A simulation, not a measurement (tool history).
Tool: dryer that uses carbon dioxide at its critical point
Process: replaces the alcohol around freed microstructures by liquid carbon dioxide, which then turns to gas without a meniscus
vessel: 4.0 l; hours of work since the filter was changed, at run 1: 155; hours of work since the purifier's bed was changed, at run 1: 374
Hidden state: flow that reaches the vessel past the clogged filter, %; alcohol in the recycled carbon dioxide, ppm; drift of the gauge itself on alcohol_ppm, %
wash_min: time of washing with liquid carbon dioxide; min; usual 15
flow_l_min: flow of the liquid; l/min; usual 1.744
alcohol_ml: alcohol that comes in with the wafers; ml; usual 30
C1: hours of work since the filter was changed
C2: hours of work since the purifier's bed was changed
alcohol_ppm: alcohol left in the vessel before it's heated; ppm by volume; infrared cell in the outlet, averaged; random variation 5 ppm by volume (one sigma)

Run 1, hour 0: usual settings; C1 155; C2 374. Result: alcohol_ppm 144 ppm by volume.
Run 2, hour 41.9: usual settings; C1 174; C2 394. Result: alcohol_ppm 144 ppm by volume.
Run 3, hour 82.4: usual settings; C1 194; C2 413. Result: alcohol_ppm 167 ppm by volume.
Run 4, hour 111.6: usual settings; C1 208; C2 427. Result: alcohol_ppm 172 ppm by volume.
Run 5, hour 131.4: usual settings but wash_min 18 min; C1 217; C2 436. Result: alcohol_ppm 157 ppm by volume.
Run 6, hour 166.8: usual settings but alcohol_ml 114 ml; C1 234; C2 453. Result: alcohol_ppm 256 ppm by volume.
Run 7, hour 202.8: usual settings but flow_l_min 2.79 l/min; C1 251; C2 470. Result: alcohol_ppm 160 ppm by volume.
Run 8, hour 223.8: usual settings but flow_l_min 2.79 l/min; C1 261; C2 480. Result: alcohol_ppm 164 ppm by volume.
Run 9, hour 250.6: usual settings but alcohol_ml 28 ml; C1 273; C2 493. Result: alcohol_ppm 199 ppm by volume.
Run 10, hour 289: usual settings but flow_l_min 1.43 l/min, alcohol_ml 28 ml; C1 292; C2 511. Result: alcohol_ppm 251 ppm by volume.
Run 11, hour 333.7: usual settings but flow_l_min 1.43 l/min, alcohol_ml 28 ml; C1 313; C2 532. Result: alcohol_ppm 262 ppm by volume.
At hour 344.1: inlet filter changed.
Run 12, hour 356.5: usual settings; C1 6; C2 542. Result: alcohol_ppm 195 ppm by volume.
Run 13, hour 399.3: usual settings; C1 26; C2 563. Result: alcohol_ppm 203 ppm by volume.
Run 14, hour 429.5: usual settings but flow_l_min 1.15 l/min; C1 40; C2 577. Result: alcohol_ppm 315 ppm by volume.
Run 15, hour 468.9: usual settings; C1 59; C2 596. Result: alcohol_ppm 209 ppm by volume.
Run 16, hour 507.5: usual settings but alcohol_ml 116 ml; C1 78; C2 614. Result: alcohol_ppm 262 ppm by volume.
Run 17, hour 537.4: usual settings but flow_l_min 1.51 l/min, alcohol_ml 116 ml; C1 92; C2 628. Result: alcohol_ppm 344 ppm by volume.
Run 18, hour 580.5: usual settings; C1 112; C2 649. Result: alcohol_ppm 234 ppm by volume.
Run 19, hour 611: usual settings but wash_min 20 min; C1 127; C2 663. Result: alcohol_ppm 225 ppm by volume.
Run 20, hour 652.3: usual settings but wash_min 20 min; C1 146; C2 683. Result: alcohol_ppm 224 ppm by volume.
Run 21, hour 692.7: usual settings but wash_min 20 min; C1 165; C2 702. Result: alcohol_ppm 223 ppm by volume.
Run 22, hour 717.3: usual settings but wash_min 20 min; C1 177; C2 714. Result: alcohol_ppm 233 ppm by volume.
Run 23, hour 740.9: usual settings; C1 188; C2 725. Result: alcohol_ppm 253 ppm by volume.
Run 24, hour 763.9: usual settings; C1 199; C2 736. Result: alcohol_ppm 261 ppm by volume.
Run 25, hour 790.9: usual settings but flow_l_min 2.91 l/min, alcohol_ml 46 ml; C1 212; C2 748. Result: alcohol_ppm 236 ppm by volume.
Run 26, hour 823: usual settings but flow_l_min 2.91 l/min, alcohol_ml 46 ml; C1 227; C2 764. Result: alcohol_ppm 233 ppm by volume.
Run 27, hour 843.4: usual settings but wash_min 16 min, flow_l_min 1.15 l/min; C1 237; C2 773. Result: alcohol_ppm 379 ppm by volume.
Run 28, hour 863: usual settings but wash_min 11 min, alcohol_ml 25 ml; C1 246; C2 783. Result: alcohol_ppm 363 ppm by volume.
Run 29, hour 882.3: usual settings but wash_min 13 min, flow_l_min 1.45 l/min, alcohol_ml 26 ml; C1 255; C2 792. Result: alcohol_ppm 372 ppm by volume.
At hour 894: purifier's bed changed.
Run 30, hour 925.1: usual settings but wash_min 13 min, flow_l_min 1.45 l/min, alcohol_ml 26 ml; C1 274; C2 15. Result: alcohol_ppm 129 ppm by volume.
Run 31, hour 958.4: usual settings but wash_min 10 min, flow_l_min 1.43 l/min; C1 290; C2 31. Result: alcohol_ppm 403 ppm by volume.
Run 32, hour 994.3: usual settings but wash_min 12 min, flow_l_min 2.14 l/min, alcohol_ml 64 ml; C1 307; C2 48. Result: alcohol_ppm 103 ppm by volume.
At hour 1015: inlet filter changed.
Run 33, hour 1031.5: usual settings but wash_min 10 min, flow_l_min 1.84 l/min, alcohol_ml 99 ml; C1 8; C2 65. Result: alcohol_ppm 327 ppm by volume.
Run 34, hour 1053.1: usual settings but wash_min 10 min, flow_l_min 1.84 l/min, alcohol_ml 99 ml; C1 18; C2 75. Result: alcohol_ppm 336 ppm by volume.
Run 35, hour 1091.3: usual settings but wash_min 10 min, flow_l_min 1.77 l/min, alcohol_ml 44 ml; C1 36; C2 93. Result: alcohol_ppm 195 ppm by volume.
Run 36, hour 1132.1: usual settings but wash_min 10 min, flow_l_min 1.77 l/min, alcohol_ml 44 ml; C1 56; C2 112. Result: alcohol_ppm 204 ppm by volume.
Run 37, hour 1173.7: usual settings but wash_min 10 min, flow_l_min 1.77 l/min, alcohol_ml 44 ml; C1 75; C2 132. Result: alcohol_ppm 237 ppm by volume.
Run 38, hour 1215.1: usual settings but wash_min 12 min, flow_l_min 1.63 l/min, alcohol_ml 105 ml; C1 95; C2 152. Result: alcohol_ppm 336 ppm by volume.
Run 39, hour 1242: usual settings but wash_min 9 min, flow_l_min 1.63 l/min, alcohol_ml 33 ml; C1 108; C2 165. Result: alcohol_ppm 349 ppm by volume.
Run 40, hour 1269.4: usual settings but wash_min 12 min, flow_l_min 1.64 l/min, alcohol_ml 33 ml; C1 121; C2 178. Result: alcohol_ppm 159 ppm by volume.
Run 41, hour 1294.5: usual settings but wash_min 9 min, flow_l_min 1.31 l/min, alcohol_ml 34 ml; C1 133; C2 189. Result: alcohol_ppm 626 ppm by volume.
Run 42, hour 1314.2: usual settings but wash_min 9 min, flow_l_min 2.1 l/min, alcohol_ml 34 ml; C1 142; C2 199. Result: alcohol_ppm 200 ppm by volume.
Run 43, hour 1353.4: usual settings but wash_min 10 min, flow_l_min 1.41 l/min, alcohol_ml 53 ml; C1 161; C2 217. Result: alcohol_ppm 622 ppm by volume.
Run 44, hour 1386.6: usual settings but wash_min 9 min, flow_l_min 2.53 l/min, alcohol_ml 48 ml; C1 176; C2 233. Result: alcohol_ppm 158 ppm by volume.
Run 45, hour 1421.4: usual settings but wash_min 10 min, alcohol_ml 38 ml; C1 193; C2 250. Result: alcohol_ppm 304 ppm by volume.
Run 46, hour 1439.9: usual settings but wash_min 10 min, alcohol_ml 38 ml; C1 201; C2 258. Result: alcohol_ppm 294 ppm by volume.
Run 47, hour 1480.1: usual settings but wash_min 10 min, alcohol_ml 38 ml; C1 221; C2 277. Result: alcohol_ppm 314 ppm by volume.
Run 48, hour 1517.4: usual settings but wash_min 9 min; C1 238; C2 295. Result: alcohol_ppm 355 ppm by volume.

3 ways to go on from here, each from the tool as it stands after run 48. What would each give?
Run A, hour 1540.6: usual settings but wash_min 19 min; C1 249; C2 306. Result: alcohol_ppm ?.
Run B, hour 1540.6: usual settings but wash_min 9 min, alcohol_ml 46 ml; C1 249; C2 306. Result: alcohol_ppm ?.
Run C, hour 1540.6: usual settings but wash_min 18 min, flow_l_min 1.64 l/min, alcohol_ml 89 ml; C1 249; C2 306. Result: alcohol_ppm ?.

run  alcohol_ppm
  A          104
  B          528
  C          148
Without the tool's hidden state the same runs would have given:
run  alcohol_ppm
  A            4
  B          267
  C           29
